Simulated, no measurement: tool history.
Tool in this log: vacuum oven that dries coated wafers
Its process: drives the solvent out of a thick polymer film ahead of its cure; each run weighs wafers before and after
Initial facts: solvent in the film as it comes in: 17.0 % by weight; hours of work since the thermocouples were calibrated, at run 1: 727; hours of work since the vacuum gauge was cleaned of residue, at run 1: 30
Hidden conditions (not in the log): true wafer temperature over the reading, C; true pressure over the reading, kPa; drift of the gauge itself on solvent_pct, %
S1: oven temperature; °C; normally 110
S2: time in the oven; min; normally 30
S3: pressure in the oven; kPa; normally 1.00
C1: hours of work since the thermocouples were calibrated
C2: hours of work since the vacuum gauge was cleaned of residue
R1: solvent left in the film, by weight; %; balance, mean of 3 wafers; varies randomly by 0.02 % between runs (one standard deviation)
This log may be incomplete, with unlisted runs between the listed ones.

| run | hour | S1 | S2 | S3 | C1 | C2 | R1 |
|---|---|---|---|---|---|---|---|
| 1 | 0.0 | 110 | 30 | 1.00 | 727 | 30 | 1.73 |
| 2 | 11.0 | 105 | 30 | 1.00 | 732 | 35 | 2.69 |
| 3 | 23.6 | 105 | 30 | 1.00 | 737 | 40 | 2.71 |
| 4 | 37.8 | 105 | 30 | 1.00 | 743 | 46 | 2.66 |
| 5 | 45.7 | 95 | 30 | 1.00 | 746 | 49 | 5.22 |
| 6 | 55.6 | 95 | 30 | 1.00 | 750 | 53 | 5.23 |
| 7 | 66.4 | 95 | 30 | 1.00 | 755 | 58 | 5.23 |
| 8 | 76.5 | 95 | 30 | 1.00 | 759 | 62 | 5.25 |
| 9 | 82.4 | 95 | 30 | 1.00 | 761 | 64 | 5.26 |
| 10 | 89.0 | 95 | 30 | 1.00 | 764 | 67 | 5.25 |
| 11 | 99.3 | 95 | 30 | 1.00 | 768 | 71 | 5.18 |
| 12 | 109.7 | 122 | 30 | 1.00 | 773 | 76 | 0.59 |
| 13 | 115.8 | 108 | 30 | 1.00 | 775 | 78 | 2.13 |
| 14 | 128.8 | 110 | 28 | 0.72 | 781 | 84 | 1.82 |
| 15 | 135.0 | 104 | 16 | 1.00 | 783 | 86 | 5.72 |
| 16 | 148.0 | 107 | 30 | 0.59 | 789 | 91 | 2.04 |
| 17 | 161.8 | 107 | 30 | 0.59 | 794 | 97 | 2.02 |
| 18 | 172.9 | 107 | 30 | 2.57 | 799 | 102 | 3.31 |
| 19 | 184.3 | 119 | 30 | 2.44 | 804 | 106 | 1.48 |
| 20 | 194.7 | 110 | 34 | 1.19 | 808 | 111 | 1.54 |
| 21 | 206.0 | 106 | 20 | 1.81 | 813 | 115 | 4.65 |
| 22 | 218.4 | 117 | 30 | 0.90 | 818 | 121 | 0.89 |
| 23 | 230.1 | 110 | 17 | 1.10 | 823 | 125 | 3.94 |
| 24 | 235.8 | 97 | 15 | 1.91 | 825 | 128 | 8.47 |
| 25 | 244.9 | 97 | 15 | 1.91 | 829 | 132 | 8.38 |

Consider 4 possible next runs. They are alternatives, not a sequence: every one starts from the tool as it was left by run 25. What does each give?
| A | 253.9 | 125 | 19 | 0.60 | 832 | 135 | ? |
| B | 253.9 | 121 | 24 | 1.00 | 832 | 135 | ? |
| C | 253.9 | 121 | 28 | 1.91 | 832 | 135 | ? |
| D | 253.9 | 111 | 41 | 2.24 | 832 | 135 | ? |

| run | R1 |
|---|---|
| A | 0.81 |
| B | 0.92 |
| C | 1.15 |
| D | 1.79 |
Stripped of hidden state, with their random variation kept, the same runs would have yielded:
| run | R1 |
|---|---|
| A | 0.81 |
| B | 0.92 |
| C | 1.15 |
| D | 1.79 |

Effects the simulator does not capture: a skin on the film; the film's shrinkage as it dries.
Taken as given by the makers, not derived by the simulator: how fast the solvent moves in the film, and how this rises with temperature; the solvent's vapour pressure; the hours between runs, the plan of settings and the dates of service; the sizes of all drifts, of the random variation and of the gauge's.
